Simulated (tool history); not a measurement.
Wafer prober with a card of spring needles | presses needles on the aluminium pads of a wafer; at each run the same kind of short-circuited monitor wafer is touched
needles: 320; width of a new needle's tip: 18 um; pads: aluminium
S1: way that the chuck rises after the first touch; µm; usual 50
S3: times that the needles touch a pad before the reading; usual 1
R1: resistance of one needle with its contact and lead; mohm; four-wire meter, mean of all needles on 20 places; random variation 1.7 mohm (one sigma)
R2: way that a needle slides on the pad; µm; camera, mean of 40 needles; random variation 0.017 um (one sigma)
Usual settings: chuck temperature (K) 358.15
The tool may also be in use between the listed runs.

{"run": 1, "hour": 0.0, "S1": 50, "chuck temperature (K)": 358.15, "S3": 1, "R1": 604, "R2": 10.44}
{"hour": 7.7, "done": "tips cleaned on abrasive film"}
{"hour": 24.3, "done": "tips cleaned on abrasive film"}
{"run": 2, "hour": 36.4, "S1": 50, "chuck temperature (K)": 358.15, "S3": 2, "R1": 463, "R2": 10.39}
{"hour": 40.0, "done": "tips cleaned on abrasive film"}
{"hour": 56.4, "done": "tips cleaned on abrasive film"}
{"hour": 66.7, "done": "height of the first contact set anew"}
{"run": 3, "hour": 71.4, "S1": 50, "chuck temperature (K)": 309.15, "S3": 1, "R1": 697, "R2": 10.63}
{"hour": 74.0, "done": "tips cleaned on abrasive film"}
{"hour": 90.5, "done": "tips cleaned on abrasive film"}
{"run": 4, "hour": 99.2, "S1": 50, "chuck temperature (K)": 358.15, "S3": 1, "R1": 626, "R2": 10.57}
{"hour": 106.7, "done": "tips cleaned on abrasive film"}
{"run": 5, "hour": 117.8, "S1": 50, "chuck temperature (K)": 358.15, "S3": 1, "R1": 641, "R2": 10.54}
{"hour": 122.6, "done": "tips cleaned on abrasive film"}
{"hour": 139.3, "done": "tips cleaned on abrasive film"}
{"run": 6, "hour": 148.7, "S1": 50, "chuck temperature (K)": 358.15, "S3": 1, "R1": 626, "R2": 10.48}
{"hour": 156.1, "done": "tips cleaned on abrasive film"}
{"run": 7, "hour": 165.9, "S1": 49, "chuck temperature (K)": 358.15, "S3": 1, "R1": 651, "R2": 10.27}
{"hour": 172.0, "done": "tips cleaned on abrasive film"}
{"hour": 188.4, "done": "tips cleaned on abrasive film"}
{"run": 8, "hour": 190.6, "S1": 49, "chuck temperature (K)": 358.15, "S3": 1, "R1": 385, "R2": 10.22}
{"hour": 205.9, "done": "tips cleaned on abrasive film"}
{"run": 9, "hour": 218.6, "S1": 49, "chuck temperature (K)": 358.15, "S3": 1, "R1": 698, "R2": 10.19}
{"hour": 221.6, "done": "tips cleaned on abrasive film"}
{"hour": 237.9, "done": "tips cleaned on abrasive film"}
{"run": 10, "hour": 237.9, "S1": 50, "chuck temperature (K)": 313.15, "S3": 1, "R1": 215, "R2": 10.36}
{"hour": 255.5, "done": "tips cleaned on abrasive film"}
{"run": 11, "hour": 263.0, "S1": 50, "chuck temperature (K)": 313.15, "S3": 1, "R1": 619, "R2": 10.32}
{"hour": 271.5, "done": "tips cleaned on abrasive film"}
{"hour": 274.6, "done": "height of the first contact set anew"}
{"run": 12, "hour": 285.4, "S1": 50, "chuck temperature (K)": 397.15, "S3": 1, "R1": 652, "R2": 10.61}
{"hour": 288.7, "done": "tips cleaned on abrasive film"}
{"hour": 304.3, "done": "tips cleaned on abrasive film"}
{"run": 13, "hour": 308.1, "S1": 50, "chuck temperature (K)": 368.15, "S3": 1, "R1": 438, "R2": 10.54}
{"hour": 321.7, "done": "tips cleaned on abrasive film"}
{"run": 14, "hour": 326.5, "S1": 50, "chuck temperature (K)": 358.15, "S3": 2, "R1": 383, "R2": 10.55}
{"hour": 338.1, "done": "tips cleaned on abrasive film"}
{"run": 15, "hour": 346.3, "S1": 50, "chuck temperature (K)": 358.15, "S3": 1, "R1": 617, "R2": 10.51}
{"hour": 353.7, "done": "tips cleaned on abrasive film"}
{"run": 16, "hour": 362.9, "S1": 50, "chuck temperature (K)": 358.15, "S3": 1, "R1": 627, "R2": 10.53}
{"hour": 370.0, "done": "tips cleaned on abrasive film"}
{"hour": 388.4, "done": "tips cleaned on abrasive film"}
{"run": 17, "hour": 389.1, "S1": 59, "chuck temperature (K)": 371.15, "S3": 1, "R1": 253, "R2": 12.35}
{"hour": 404.8, "done": "tips cleaned on abrasive film"}
{"run": 18, "hour": 419.7, "S1": 59, "chuck temperature (K)": 371.15, "S3": 1, "R1": 559, "R2": 12.35}
{"hour": 422.1, "done": "tips cleaned on abrasive film"}
{"hour": 440.1, "done": "tips cleaned on abrasive film"}
{"run": 19, "hour": 454.6, "S1": 55, "chuck temperature (K)": 377.15, "S3": 2, "R1": 434, "R2": 11.43}
{"hour": 457.7, "done": "tips cleaned on abrasive film"}
{"hour": 474.2, "done": "tips cleaned on abrasive film"}
{"hour": 482.6, "done": "height of the first contact set anew"}
{"hour": 490.2, "done": "tips cleaned on abrasive film"}
{"run": 20, "hour": 490.2, "S1": 55, "chuck temperature (K)": 377.15, "S3": 2, "R1": 184, "R2": 11.65}
{"hour": 507.2, "done": "tips cleaned on abrasive film"}
{"run": 21, "hour": 514.3, "S1": 55, "chuck temperature (K)": 377.15, "S3": 2, "R1": 401, "R2": 11.64}
{"hour": 525.5, "done": "tips cleaned on abrasive film"}
{"run": 22, "hour": 540.4, "S1": 49, "chuck temperature (K)": 309.15, "S3": 2, "R1": 520, "R2": 10.32}
{"hour": 542.5, "done": "tips cleaned on abrasive film"}
{"hour": 559.7, "done": "tips cleaned on abrasive film"}
{"run": 23, "hour": 573.7, "S1": 49, "chuck temperature (K)": 314.15, "S3": 2, "R1": 526, "R2": 10.25}
{"hour": 576.7, "done": "tips cleaned on abrasive film"}
{"run": 24, "hour": 591.2, "S1": 49, "chuck temperature (K)": 314.15, "S3": 2, "R1": 534, "R2": 10.27}
{"hour": 593.9, "done": "tips cleaned on abrasive film"}
{"hour": 612.6, "done": "tips cleaned on abrasive film"}
{"run": 25, "hour": 617.3, "S1": 33, "chuck temperature (K)": 327.15, "S3": 2, "R1": 695, "R2": 6.8}
{"hour": 628.2, "done": "tips cleaned on abrasive film"}
{"hour": 645.9, "done": "tips cleaned on abrasive film"}
{"run": 26, "hour": 652.4, "S1": 33, "chuck temperature (K)": 327.15, "S3": 2, "R1": 845, "R2": 6.78}
{"hour": 661.4, "done": "tips cleaned on abrasive film"}
{"hour": 677.4, "done": "tips cleaned on abrasive film"}
{"run": 27, "hour": 677.4, "S1": 33, "chuck temperature (K)": 327.15, "S3": 2, "R1": 268, "R2": 6.74}
{"hour": 690.8, "done": "height of the first contact set anew"}
{"hour": 694.8, "done": "tips cleaned on abrasive film"}
{"run": 28, "hour": 700.2, "S1": 50, "chuck temperature (K)": 313.15, "S3": 1, "R1": 604, "R2": 10.57}
{"hour": 710.6, "done": "tips cleaned on abrasive film"}
{"hour": 726.5, "done": "tips cleaned on abrasive film"}
{"run": 29, "hour": 730.7, "S1": 50, "chuck temperature (K)": 321.15, "S3": 2, "R1": 403, "R2": 10.53}
{"hour": 742.1, "done": "tips cleaned on abrasive film"}
{"hour": 758.8, "done": "tips cleaned on abrasive film"}
{"run": 30, "hour": 761.8, "S1": 65, "chuck temperature (K)": 343.15, "S3": 2, "R1": 271, "R2": 13.7}

5 ways to go on from here, each from the tool as it stands after run 30. What would each give?
{"hour": 776.8, "done": "tips cleaned on abrasive film"}
{"run": "A", "hour": 791.8, "S1": 65, "chuck temperature (K)": 343.15, "S3": 1, "R1": "?", "R2": "?"}
{"hour": 776.8, "done": "tips cleaned on abrasive film"}
{"run": "B", "hour": 791.8, "S1": 55, "chuck temperature (K)": 358.15, "S3": 1, "R1": "?", "R2": "?"}
{"hour": 776.8, "done": "tips cleaned on abrasive film"}
{"run": "C", "hour": 791.8, "S1": 32, "chuck temperature (K)": 315.15, "S3": 1, "R1": "?", "R2": "?"}
{"hour": 776.8, "done": "tips cleaned on abrasive film"}
{"run": "D", "hour": 791.8, "S1": 64, "chuck temperature (K)": 358.15, "S3": 1, "R1": "?", "R2": "?"}
{"hour": 776.8, "done": "tips cleaned on abrasive film"}
{"run": "E", "hour": 791.8, "S1": 38, "chuck temperature (K)": 311.15, "S3": 1, "R1": "?", "R2": "?"}

run=A R1=530 R2=13.64
run=B R1=653 R2=11.5
run=C R1=1663 R2=6.69
run=D R1=524 R2=13.45
run=E R1=1252 R2=7.89
Without the tool's hidden state the same runs would have given:
run=A R1=161 R2=13.78
run=B R1=165 R2=11.64
run=C R1=168 R2=6.83
run=D R1=162 R2=13.59
run=E R1=165 R2=8.03
